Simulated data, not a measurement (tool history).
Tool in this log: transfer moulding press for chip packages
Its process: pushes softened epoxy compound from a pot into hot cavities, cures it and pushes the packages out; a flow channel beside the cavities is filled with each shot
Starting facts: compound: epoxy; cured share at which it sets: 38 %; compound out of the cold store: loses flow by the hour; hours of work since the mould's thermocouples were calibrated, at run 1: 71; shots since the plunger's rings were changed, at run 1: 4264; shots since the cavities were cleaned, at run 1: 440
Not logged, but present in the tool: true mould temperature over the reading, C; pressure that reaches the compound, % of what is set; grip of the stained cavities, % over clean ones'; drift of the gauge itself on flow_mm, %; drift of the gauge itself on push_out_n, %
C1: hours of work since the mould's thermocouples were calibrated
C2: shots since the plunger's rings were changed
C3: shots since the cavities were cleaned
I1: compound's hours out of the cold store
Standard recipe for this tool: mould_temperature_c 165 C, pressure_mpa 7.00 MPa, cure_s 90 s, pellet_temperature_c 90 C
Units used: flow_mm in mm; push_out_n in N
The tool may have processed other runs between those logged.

run 1 hour=0.0 | mould_temperature_c=165 pressure_mpa=7.00 cure_s=90 pellet_temperature_c=90 | C1=71 C2=4264 C3=440 | I1=20.3 | flow_mm=639 push_out_n=847
run 2 hour=8.4 | mould_temperature_c=165 pressure_mpa=7.00 cure_s=123 pellet_temperature_c=90 | C1=75 C2=4342 C3=518 | I1=37.2 | flow_mm=610 push_out_n=642
run 3 hour=22.7 | mould_temperature_c=165 pressure_mpa=7.00 cure_s=123 pellet_temperature_c=90 | C1=81 C2=4475 C3=651 | I1=47.9 | flow_mm=593 push_out_n=703
-- hour=32.7 cavities cleaned with cleaning compound and waxed
-- hour=36.4 plunger's sealing rings changed
run 4 hour=39.3 | mould_temperature_c=165 pressure_mpa=7.00 cure_s=123 pellet_temperature_c=90 | C1=87 C2=27 C3=38 | I1=24.1 | flow_mm=670 push_out_n=403
run 5 hour=52.6 | mould_temperature_c=165 pressure_mpa=7.00 cure_s=90 pellet_temperature_c=90 | C1=93 C2=151 C3=162 | I1=19.6 | flow_mm=676 push_out_n=653
run 6 hour=67.2 | mould_temperature_c=165 pressure_mpa=7.00 cure_s=90 pellet_temperature_c=90 | C1=99 C2=286 C3=297 | I1=32.0 | flow_mm=656 push_out_n=775
run 7 hour=79.3 | mould_temperature_c=165 pressure_mpa=7.00 cure_s=90 pellet_temperature_c=90 | C1=104 C2=399 C3=410 | I1=27.4 | flow_mm=660 push_out_n=789
run 8 hour=90.4 | mould_temperature_c=165 pressure_mpa=7.00 cure_s=90 pellet_temperature_c=90 | C1=109 C2=502 C3=513 | I1=42.1 | flow_mm=637 push_out_n=843
run 9 hour=104.5 | mould_temperature_c=165 pressure_mpa=7.00 cure_s=90 pellet_temperature_c=90 | C1=116 C2=633 C3=644 | I1=43.0 | flow_mm=635 push_out_n=933
-- hour=115.0 cavities cleaned with cleaning compound and waxed
run 10 hour=118.6 | mould_temperature_c=165 pressure_mpa=7.00 cure_s=90 pellet_temperature_c=90 | C1=121 C2=750 C3=33 | I1=11.5 | flow_mm=683 push_out_n=529
run 11 hour=133.6 | mould_temperature_c=164 pressure_mpa=7.00 cure_s=90 pellet_temperature_c=90 | C1=128 C2=889 C3=172 | I1=23.5 | flow_mm=667 push_out_n=719
run 12 hour=148.8 | mould_temperature_c=157 pressure_mpa=7.00 cure_s=90 pellet_temperature_c=90 | C1=135 C2=1030 C3=313 | I1=21.1 | flow_mm=688 push_out_n=1340
run 13 hour=163.5 | mould_temperature_c=157 pressure_mpa=7.00 cure_s=90 pellet_temperature_c=90 | C1=141 C2=1167 C3=450 | I1=43.6 | flow_mm=653 push_out_n=1365
-- hour=166.4 mould's thermocouples calibrated
run 14 hour=175.7 | mould_temperature_c=157 pressure_mpa=7.00 cure_s=90 pellet_temperature_c=90 | C1=4 C2=1262 C3=545 | I1=30.0 | flow_mm=675 push_out_n=1544
run 15 hour=187.8 | mould_temperature_c=168 pressure_mpa=5.88 cure_s=92 pellet_temperature_c=93 | C1=10 C2=1374 C3=657 | I1=14.4 | flow_mm=611 push_out_n=786
-- hour=197.0 cavities cleaned with cleaning compound and waxed
run 16 hour=199.1 | mould_temperature_c=168 pressure_mpa=8.71 cure_s=92 pellet_temperature_c=85 | C1=14 C2=1465 C3=19 | I1=23.9 | flow_mm=728 push_out_n=437
-- hour=205.5 mould's thermocouples calibrated, once more
run 17 hour=216.1 | mould_temperature_c=168 pressure_mpa=5.58 cure_s=71 pellet_temperature_c=85 | C1=5 C2=1605 C3=159 | I1=27.9 | flow_mm=571 push_out_n=923
run 18 hour=226.2 | mould_temperature_c=173 pressure_mpa=7.43 cure_s=71 pellet_temperature_c=93 | C1=9 C2=1699 C3=253 | I1=28.9 | flow_mm=646 push_out_n=723
run 19 hour=241.8 | mould_temperature_c=165 pressure_mpa=7.00 cure_s=90 pellet_temperature_c=82 | C1=16 C2=1844 C3=398 | I1=24.1 | flow_mm=655 push_out_n=834
run 20 hour=257.4 | mould_temperature_c=166 pressure_mpa=6.89 cure_s=76 pellet_temperature_c=89 | C1=23 C2=1988 C3=542 | I1=37.9 | flow_mm=621 push_out_n=1153
run 21 hour=269.4 | mould_temperature_c=166 pressure_mpa=6.89 cure_s=76 pellet_temperature_c=89 | C1=28 C2=2101 C3=655 | I1=25.8 | flow_mm=640 push_out_n=1207
-- hour=278.5 cavities cleaned with cleaning compound and waxed
run 22 hour=279.3 | mould_temperature_c=166 pressure_mpa=6.89 cure_s=76 pellet_temperature_c=89 | C1=32 C2=2178 C3=7 | I1=25.7 | flow_mm=638 push_out_n=688
run 23 hour=288.7 | mould_temperature_c=165 pressure_mpa=7.89 cure_s=76 pellet_temperature_c=90 | C1=36 C2=2266 C3=95 | I1=10.9 | flow_mm=710 push_out_n=874
run 24 hour=297.0 | mould_temperature_c=162 pressure_mpa=5.81 cure_s=90 pellet_temperature_c=90 | C1=40 C2=2342 C3=171 | I1=32.9 | flow_mm=588 push_out_n=743
run 25 hour=312.6 | mould_temperature_c=169 pressure_mpa=5.81 cure_s=123 pellet_temperature_c=100 | C1=47 C2=2488 C3=317 | I1=22.4 | flow_mm=582 push_out_n=557
run 26 hour=326.7 | mould_temperature_c=169 pressure_mpa=6.80 cure_s=76 pellet_temperature_c=99 | C1=53 C2=2618 C3=447 | I1=46.6 | flow_mm=592 push_out_n=837
run 27 hour=342.0 | mould_temperature_c=165 pressure_mpa=7.46 cure_s=90 pellet_temperature_c=80 | C1=60 C2=2761 C3=590 | I1=8.3 | flow_mm=695 push_out_n=962
run 28 hour=353.2 | mould_temperature_c=165 pressure_mpa=7.46 cure_s=90 pellet_temperature_c=80 | C1=65 C2=2865 C3=694 | I1=31.1 | flow_mm=657 push_out_n=929

Predict each of these 4 candidate next runs independently; none follows another, all start after run 28:
-- hour=358.3 cavities cleaned with cleaning compound and waxed
run A hour=364.5 | mould_temperature_c=160 pressure_mpa=7.46 cure_s=102 pellet_temperature_c=80 | C1=69 C2=2956 C3=58 | I1=35.5 | flow_mm=? push_out_n=?
-- hour=358.3 cavities cleaned with cleaning compound and waxed
run B hour=364.5 | mould_temperature_c=165 pressure_mpa=7.46 cure_s=101 pellet_temperature_c=89 | C1=69 C2=2956 C3=58 | I1=32.1 | flow_mm=? push_out_n=?
-- hour=358.3 cavities cleaned with cleaning compound and waxed
run C hour=364.5 | mould_temperature_c=165 pressure_mpa=7.00 cure_s=90 pellet_temperature_c=87 | C1=69 C2=2956 C3=58 | I1=10.5 | flow_mm=? push_out_n=?
-- hour=358.3 cavities cleaned with cleaning compound and waxed
run D hour=364.5 | mould_temperature_c=165 pressure_mpa=7.61 cure_s=81 pellet_temperature_c=90 | C1=69 C2=2956 C3=58 | I1=33.3 | flow_mm=? push_out_n=?

run=A flow_mm=661 push_out_n=557
run=B flow_mm=651 push_out_n=471
run=C flow_mm=666 push_out_n=576
run=D flow_mm=656 push_out_n=652
With no hidden state in the tool, these same runs would have given:
run=A flow_mm=687 push_out_n=486
run=B flow_mm=677 push_out_n=412
run=C flow_mm=692 push_out_n=503
run=D flow_mm=682 push_out_n=569
